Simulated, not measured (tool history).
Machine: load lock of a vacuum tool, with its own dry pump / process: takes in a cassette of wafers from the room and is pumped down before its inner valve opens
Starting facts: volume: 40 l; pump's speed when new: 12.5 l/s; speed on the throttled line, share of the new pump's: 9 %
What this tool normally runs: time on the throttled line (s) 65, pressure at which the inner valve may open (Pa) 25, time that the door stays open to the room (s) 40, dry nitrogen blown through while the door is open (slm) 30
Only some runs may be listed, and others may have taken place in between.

| run | hour | time on the throttled line (s) | pressure at which the inner valve may open (Pa) | time that the door stays open to the room (s) | dry nitrogen blown through while the door is open (slm) | incoming humidity of the room's air, % | time from the closed door until the inner valve may open (s) | rise of the pressure with all valves shut (Pa/min) |
|---|---|---|---|---|---|---|---|---|
| 1 | 0 | 65 | 25 | 40 | 30 | 44.5 | 88.5 | 0.055 |
| 2 | 121.1 | 65 | 25 | 40 | 30 | 46.3 | 87.9 | 0.061 |
| 3 | 335.5 | 65 | 25 | 40 | 30 | 41.2 | 87.6 | 0.059 |
| 4 | 459.8 | 65 | 25 | 40 | 30 | 47 | 89.3 | 0.068 |
| 5 | 718.4 | 65 | 25 | 40 | 30 | 47 | 89.2 | 0.065 |
| 6 | 934 | 118 | 25 | 40 | 30 | 43.4 | 136.4 | 0.072 |
| 7 | 1130.8 | 65 | 25 | 40 | 30 | 44.3 | 88.5 | 0.071 |
| 8 | 1298 | 65 | 25 | 40 | 30 | 41.6 | 88.4 | 0.077 |
| 9 | 1419.4 | 65 | 25 | 40 | 30 | 43.5 | 88.4 | 0.081 |
| 10 | 1650.4 | 65 | 25 | 40 | 30 | 47.7 | 88.8 | 0.087 |
| 11 | 1831.5 | 65 | 25 | 40 | 30 | 45.9 | 89.6 | 0.089 |
| 12 | 1971.7 | 65 | 25 | 40 | 30 | 47.3 | 89.5 | 0.089 |
| 13 | 2133.8 | 65 | 25 | 40 | 30 | 46.1 | 88.3 | 0.095 |
| 14 | 2346.4 | 65 | 25 | 40 | 30 | 44.7 | 89.5 | 0.099 |
| 15 | 2533.1 | 65 | 25 | 40 | 30 | 47.1 | 88.9 | 0.099 |
| 16 | 2781.1 | 65 | 25 | 40 | 30 | 47.8 | 88.8 | 0.106 |
| 17 | 3016.9 | 65 | 25 | 40 | 30 | 45.8 | 88.5 | 0.108 |
| 18 | 3175 | 47 | 25 | 40 | 45 | 43.9 | 72.8 | 0.112 |
| 19 | 3399.8 | 47 | 25 | 40 | 45 | 45.5 | 72.9 | 0.118 |
| 20 | 3572.3 | 47 | 25 | 40 | 45 | 46.6 | 74.3 | 0.119 |
| 21 | 3801.9 | 76 | 38 | 220 | 30 | 46.8 | 97 | 0.189 |
| 22 | 4040.9 | 113 | 28 | 31 | 9 | 43.2 | 131.3 | 0.148 |
| 23 | 4262.5 | 65 | 25 | 75 | 30 | 44.6 | 90.3 | 0.156 |
| 24 | 4507.6 | 65 | 25 | 75 | 30 | 43.5 | 90.6 | 0.169 |
| 25 | 4747 | 76 | 25 | 40 | 19 | 47.9 | 99 | 0.168 |
| 26 | 4872.5 | 42 | 23 | 40 | 30 | 46.5 | 70.1 | 0.168 |
| 27 | 5012.4 | 61 | 20 | 40 | 10 | 43.5 | 86.8 | 0.179 |
| 28 | 5180 | 61 | 20 | 40 | 10 | 44.9 | 86.6 | 0.184 |

Subtracting, for every run, the result it would have given without the tool's unlogged condition from the measured result gives the following. The same run-to-run variation enters both numbers; the gauge's scatter may not:
What the log doesn't record here: pump's speed, % of a new pump's; leak at the door's seal, Pa l/s; drift of the gauge itself on ready_s, %; drift of the gauge itself on rise_pa_min, %.
| run | time from the closed door until the inner valve may open (s) | rise of the pressure with all valves shut (Pa/min) |
|---|---|---|
| 1 | +2.6 | +0.025 |
| 2 | +2.6 | +0.027 |
| 3 | +2.6 | +0.03 |
| 4 | +2.7 | +0.032 |
| 5 | +2.8 | +0.036 |
| 6 | +2.3 | +0.041 |
| 7 | +2.9 | +0.043 |
| 8 | +3 | +0.046 |
| 9 | +3.1 | +0.049 |
| 10 | +3.1 | +0.053 |
| 11 | +3.2 | +0.055 |
| 12 | +3.3 | +0.058 |
| 13 | +3.2 | +0.062 |
| 14 | +3.3 | +0.066 |
| 15 | +3.4 | +0.068 |
| 16 | +3.5 | +0.077 |
| 17 | +3.5 | +0.083 |
| 18 | +3.8 | +0.086 |
| 19 | +3.9 | +0.09 |
| 20 | +4 | +0.094 |
| 21 | +3.3 | +0.101 |
| 22 | +2.9 | +0.107 |
| 23 | +3.9 | +0.112 |
| 24 | +4.1 | +0.123 |
| 25 | +3.9 | +0.13 |
| 26 | +4.6 | +0.132 |
| 27 | +4.4 | +0.134 |
| 28 | +4.4 | +0.138 |
